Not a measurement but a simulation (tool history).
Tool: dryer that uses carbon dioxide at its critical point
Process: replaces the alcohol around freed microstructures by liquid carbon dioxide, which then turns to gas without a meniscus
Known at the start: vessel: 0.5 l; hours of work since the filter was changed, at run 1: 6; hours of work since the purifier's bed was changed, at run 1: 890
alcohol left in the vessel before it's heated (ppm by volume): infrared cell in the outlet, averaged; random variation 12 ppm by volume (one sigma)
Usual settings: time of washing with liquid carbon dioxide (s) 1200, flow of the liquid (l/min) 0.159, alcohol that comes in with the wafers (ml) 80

run,hour,time of washing with liquid carbon dioxide (s),flow of the liquid (l/min),alcohol that comes in with the wafers (ml),hours of work since the filter was changed,hours of work since the purifier's bed was changed,alcohol left in the vessel before it's heated (ppm by volume)
1,0.0,1200,0.159,80,6,890,892
2,33.9,1200,0.159,80,32,916,915
3,53.5,1200,0.159,80,48,931,972
4,84.3,1200,0.159,80,72,955,1009
5,116.8,1200,0.159,80,97,981,1015
6,135.8,1200,0.159,80,112,996,1060
7,165.0,1200,0.159,80,135,1018,1109
8,190.9,1620,0.159,80,155,1039,315
9,222.6,1200,0.159,80,180,1064,1195
10,250.1,1200,0.231,80,201,1085,291
11,269.3,1200,0.231,80,216,1100,278
12,289.4,1200,0.159,32,232,1116,628
13,305.9,1200,0.159,32,245,1129,642
14,320.9,1200,0.159,24,256,1140,518
15,350.0,1200,0.159,24,279,1163,549
16,367.3,780,0.187,73,293,1177,3915
17,396.5,780,0.187,73,316,1199,3932
18,425.4,840,0.179,38,338,1222,2010
19,442.8,1200,0.139,80,352,1236,2786
20,458.2,1200,0.139,80,364,1248,2845
# hour 480.8: inlet filter changed
21,487.5,1200,0.228,80,5,1270,251
22,503.1,960,0.143,84,17,1282,3748

3 ways to go on from here, each from the tool as it stands after run 22. What would each give?
A,518.9,1080,0.142,23,30,1294,?
B,518.9,1320,0.159,51,30,1294,?
C,518.9,1260,0.143,25,30,1294,?

run,alcohol left in the vessel before it's heated (ppm by volume)
A,823
B,486
C,518
Without the tool's hidden state the same runs would have given:
run,alcohol left in the vessel before it's heated (ppm by volume)
A,604
B,281
C,313

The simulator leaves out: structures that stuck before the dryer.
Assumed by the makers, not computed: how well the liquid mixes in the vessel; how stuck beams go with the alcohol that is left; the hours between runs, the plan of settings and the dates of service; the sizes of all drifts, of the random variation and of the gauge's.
